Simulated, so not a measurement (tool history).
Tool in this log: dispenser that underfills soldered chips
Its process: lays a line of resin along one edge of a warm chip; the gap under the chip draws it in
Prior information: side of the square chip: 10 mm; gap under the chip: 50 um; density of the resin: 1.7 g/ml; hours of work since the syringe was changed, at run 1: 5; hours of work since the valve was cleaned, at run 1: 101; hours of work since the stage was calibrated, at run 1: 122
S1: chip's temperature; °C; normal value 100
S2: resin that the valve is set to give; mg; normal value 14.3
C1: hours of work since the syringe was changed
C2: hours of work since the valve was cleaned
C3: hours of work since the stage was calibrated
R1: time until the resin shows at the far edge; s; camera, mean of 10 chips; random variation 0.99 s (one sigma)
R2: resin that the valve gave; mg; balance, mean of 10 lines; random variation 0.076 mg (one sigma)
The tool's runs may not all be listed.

Run 1, hour 0.0: usual settings; C1 5; C2 101; C3 122. Result: R1 123.6 s, R2 13.23 mg.
Run 2, hour 1.9: usual settings but S2 17.9 mg; C1 6; C2 102; C3 123. Result: R1 132.4 s, R2 16.66 mg.
At hour 2.4: new syringe of resin.
Run 3, hour 5.3: usual settings but S2 17.9 mg; C1 2; C2 105; C3 126. Result: R1 104.9 s, R2 16.41 mg.
Run 4, hour 8.4: usual settings but S2 17.9 mg; C1 4; C2 107; C3 128. Result: R1 118.9 s, R2 16.54 mg.
At hour 11.2: new syringe of resin.
Run 5, hour 11.4: usual settings but S2 13.8 mg; C1 0; C2 109; C3 130. Result: R1 98.1 s, R2 12.65 mg.
Run 6, hour 15.8: usual settings but S1 108 °C, S2 14.7 mg; C1 3; C2 112; C3 133. Result: R1 80.7 s, R2 13.45 mg.

Forecast run 7:
Run 7, hour 18.4: usual settings but S1 108 °C, S2 14.7 mg; C1 5; C2 114; C3 135. Result: R1 ?, R2 ?.

Run 7 came out at R1 90.8 s, R2 13.54 mg.
With the hidden condition absent and the run-to-run variation left alone, this run would have shown R1 67.0 s, R2 14.75 mg.
